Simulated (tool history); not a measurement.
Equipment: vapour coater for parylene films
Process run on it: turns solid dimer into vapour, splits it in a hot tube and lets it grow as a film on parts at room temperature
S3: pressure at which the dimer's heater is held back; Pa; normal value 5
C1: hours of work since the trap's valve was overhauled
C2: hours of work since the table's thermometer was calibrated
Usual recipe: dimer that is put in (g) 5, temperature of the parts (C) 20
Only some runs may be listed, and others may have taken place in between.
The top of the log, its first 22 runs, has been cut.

run 23 day=29.025 | dimer_that_is_put_in_(g)=3 temperature_of_the_parts_(C)=15 S3=7.46 | C1=282 C2=879 | thickness_of_the_film_(µm)=0.67
run 24 day=30.342 | dimer_that_is_put_in_(g)=3 temperature_of_the_parts_(C)=15 S3=7.46 | C1=296 C2=892 | thickness_of_the_film_(µm)=0.69
run 25 day=31.454 | dimer_that_is_put_in_(g)=7 temperature_of_the_parts_(C)=28 S3=7.91 | C1=307 C2=904 | thickness_of_the_film_(µm)=1.09
run 26 day=33.262 | dimer_that_is_put_in_(g)=6 temperature_of_the_parts_(C)=20 S3=11.39 | C1=326 C2=922 | thickness_of_the_film_(µm)=1.14
run 27 day=34.158 | dimer_that_is_put_in_(g)=4 temperature_of_the_parts_(C)=20 S3=8.34 | C1=335 C2=932 | thickness_of_the_film_(µm)=0.76
run 28 day=35.762 | dimer_that_is_put_in_(g)=7 temperature_of_the_parts_(C)=27 S3=2.42 | C1=352 C2=948 | thickness_of_the_film_(µm)=1.18
run 29 day=37.242 | dimer_that_is_put_in_(g)=7 temperature_of_the_parts_(C)=27 S3=2.42 | C1=367 C2=963 | thickness_of_the_film_(µm)=1.16
run 30 day=38.512 | dimer_that_is_put_in_(g)=6 temperature_of_the_parts_(C)=29 S3=7.98 | C1=380 C2=977 | thickness_of_the_film_(µm)=0.88
run 31 day=40.108 | dimer_that_is_put_in_(g)=4 temperature_of_the_parts_(C)=30 S3=5 | C1=397 C2=993 | thickness_of_the_film_(µm)=0.57
run 32 day=40.929 | dimer_that_is_put_in_(g)=4 temperature_of_the_parts_(C)=30 S3=5 | C1=405 C2=1002 | thickness_of_the_film_(µm)=0.59
run 33 day=42.304 | dimer_that_is_put_in_(g)=4 temperature_of_the_parts_(C)=30 S3=5 | C1=419 C2=1016 | thickness_of_the_film_(µm)=0.57
-- day=42.975 trap's valve overhauled
run 34 day=43.333 | dimer_that_is_put_in_(g)=5 temperature_of_the_parts_(C)=20 S3=2.4 | C1=4 C2=1025 | thickness_of_the_film_(µm)=1.14
run 35 day=44.4 | dimer_that_is_put_in_(g)=3 temperature_of_the_parts_(C)=26 S3=2.41 | C1=15 C2=1036 | thickness_of_the_film_(µm)=0.56
run 36 day=46.112 | dimer_that_is_put_in_(g)=3 temperature_of_the_parts_(C)=26 S3=2.41 | C1=32 C2=1053 | thickness_of_the_film_(µm)=0.57
run 37 day=47.896 | dimer_that_is_put_in_(g)=4 temperature_of_the_parts_(C)=24 S3=4.19 | C1=51 C2=1072 | thickness_of_the_film_(µm)=0.77
run 38 day=49.229 | dimer_that_is_put_in_(g)=4 temperature_of_the_parts_(C)=20 S3=5 | C1=65 C2=1086 | thickness_of_the_film_(µm)=0.85
run 39 day=50.329 | dimer_that_is_put_in_(g)=4 temperature_of_the_parts_(C)=32 S3=3.58 | C1=76 C2=1097 | thickness_of_the_film_(µm)=0.62
run 40 day=51.708 | dimer_that_is_put_in_(g)=4 temperature_of_the_parts_(C)=32 S3=3.58 | C1=90 C2=1111 | thickness_of_the_film_(µm)=0.61
run 41 day=53.529 | dimer_that_is_put_in_(g)=6 temperature_of_the_parts_(C)=20 S3=3.91 | C1=109 C2=1130 | thickness_of_the_film_(µm)=1.28
run 42 day=54.954 | dimer_that_is_put_in_(g)=4 temperature_of_the_parts_(C)=20 S3=2.26 | C1=124 C2=1145 | thickness_of_the_film_(µm)=0.88
run 43 day=56.471 | dimer_that_is_put_in_(g)=4 temperature_of_the_parts_(C)=20 S3=2.26 | C1=139 C2=1160 | thickness_of_the_film_(µm)=0.87

4 options for the next run, each taken on its own from the tool as it stands now. Forecast them:
run A day=57.721 | dimer_that_is_put_in_(g)=2 temperature_of_the_parts_(C)=17 S3=4.32 | C1=152 C2=1173 | thickness_of_the_film_(µm)=?
run B day=57.721 | dimer_that_is_put_in_(g)=2 temperature_of_the_parts_(C)=29 S3=2.26 | C1=152 C2=1173 | thickness_of_the_film_(µm)=?
run C day=57.721 | dimer_that_is_put_in_(g)=9 temperature_of_the_parts_(C)=20 S3=4.65 | C1=152 C2=1173 | thickness_of_the_film_(µm)=?
run D day=57.721 | dimer_that_is_put_in_(g)=3 temperature_of_the_parts_(C)=29 S3=7.55 | C1=152 C2=1173 | thickness_of_the_film_(µm)=?

run=A thickness_of_the_film_(µm)=0.45
run=B thickness_of_the_film_(µm)=0.33
run=C thickness_of_the_film_(µm)=1.89
run=D thickness_of_the_film_(µm)=0.47
Stripped of hidden state, with their random variation kept, the same runs would have yielded:
run=A thickness_of_the_film_(µm)=0.46
run=B thickness_of_the_film_(µm)=0.33
run=C thickness_of_the_film_(µm)=1.93
run=D thickness_of_the_film_(µm)=0.48

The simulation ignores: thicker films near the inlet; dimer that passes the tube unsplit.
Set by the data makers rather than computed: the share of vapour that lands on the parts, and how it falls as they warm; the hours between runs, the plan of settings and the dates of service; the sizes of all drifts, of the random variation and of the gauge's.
